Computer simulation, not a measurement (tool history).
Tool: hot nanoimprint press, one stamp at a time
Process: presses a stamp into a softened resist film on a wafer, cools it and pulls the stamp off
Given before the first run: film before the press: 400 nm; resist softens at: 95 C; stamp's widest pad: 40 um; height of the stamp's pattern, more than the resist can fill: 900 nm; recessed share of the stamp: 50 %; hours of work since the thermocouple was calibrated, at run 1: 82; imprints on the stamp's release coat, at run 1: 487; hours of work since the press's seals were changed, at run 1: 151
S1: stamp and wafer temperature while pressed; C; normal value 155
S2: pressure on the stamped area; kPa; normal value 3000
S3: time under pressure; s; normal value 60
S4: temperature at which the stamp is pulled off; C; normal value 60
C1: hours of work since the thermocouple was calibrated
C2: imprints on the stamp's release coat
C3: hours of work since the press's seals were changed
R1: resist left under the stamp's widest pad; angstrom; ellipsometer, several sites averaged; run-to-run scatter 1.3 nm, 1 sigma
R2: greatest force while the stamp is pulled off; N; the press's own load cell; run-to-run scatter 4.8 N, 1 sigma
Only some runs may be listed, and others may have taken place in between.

run,hour,S1,S2,S3,S4,C1,C2,C3,R1,R2
1,0.0,155,3000,60,60,82,487,151,1910,246
2,38.6,155,3000,60,60,100,564,169,1947,247
3,70.6,155,3000,60,60,114,627,184,1916,248
4,108.9,155,3000,60,60,132,703,202,1940,260
# hour 132.6: stamp cleaned and given a new release coat
5,151.8,155,2510,60,60,149,38,219,2112,243
6,177.9,152,2510,60,60,161,89,231,2433,239
7,226.2,152,2510,60,60,183,185,253,2436,260
8,254.6,152,2510,60,60,197,242,266,2418,250
9,299.6,152,2510,60,60,217,331,287,2472,249
10,346.6,155,3000,60,60,239,424,309,2019,256
11,387.5,155,3000,60,60,258,505,328,2007,250
12,428.3,155,3000,60,60,277,587,346,1997,256
13,450.7,155,3000,60,60,287,631,357,2029,259
14,490.8,155,3000,60,60,306,711,375,2013,266
# hour 510.2: stamp cleaned and given a new release coat
15,534.4,155,3000,34,60,323,48,393,2459,235
16,566.9,155,3000,34,60,338,113,408,2461,234
17,613.2,155,2280,60,60,359,205,429,2284,238
18,659.5,159,2280,60,48,381,297,450,1922,314
19,687.6,159,2280,110,48,394,352,463,1506,321
20,734.1,155,2190,60,55,415,445,485,2356,283
21,781.7,155,2190,60,55,437,539,507,2336,289
22,822.6,152,3000,60,60,456,620,526,2423,259
23,858.5,155,2710,60,60,473,692,542,2180,267
# hour 888.2: stamp cleaned and given a new release coat
24,906.2,155,3370,118,60,492,35,562,1547,245
# hour 934.2: plate thermocouple calibrated
25,936.0,155,2540,60,68,1,89,574,2139,197
26,972.5,150,2540,35,68,18,161,591,3014,198
27,997.5,151,4580,44,57,29,211,602,2292,272
28,1046.8,161,2300,60,65,52,309,625,1674,220
29,1074.2,161,3840,60,65,65,363,638,1344,219

Below are 5 alternative next runs, each starting from the tool's condition after run 29. Predict each:
A,1109.7,150,3840,63,45,81,433,654,?,?
B,1109.7,161,3840,47,46,81,433,654,?,?
C,1109.7,161,3840,40,65,81,433,654,?,?
D,1109.7,166,3000,116,67,81,433,654,?,?
E,1109.7,143,4180,60,56,81,433,654,?,?

run,R1,R2
A,2293,347
B,1490,333
C,1592,223
D,877,207
E,3002,281
Stripped of hidden state, with their random variation kept, the same runs would have yielded:
run,R1,R2
A,2177,326
B,1405,313
C,1503,209
D,831,193
E,2890,263
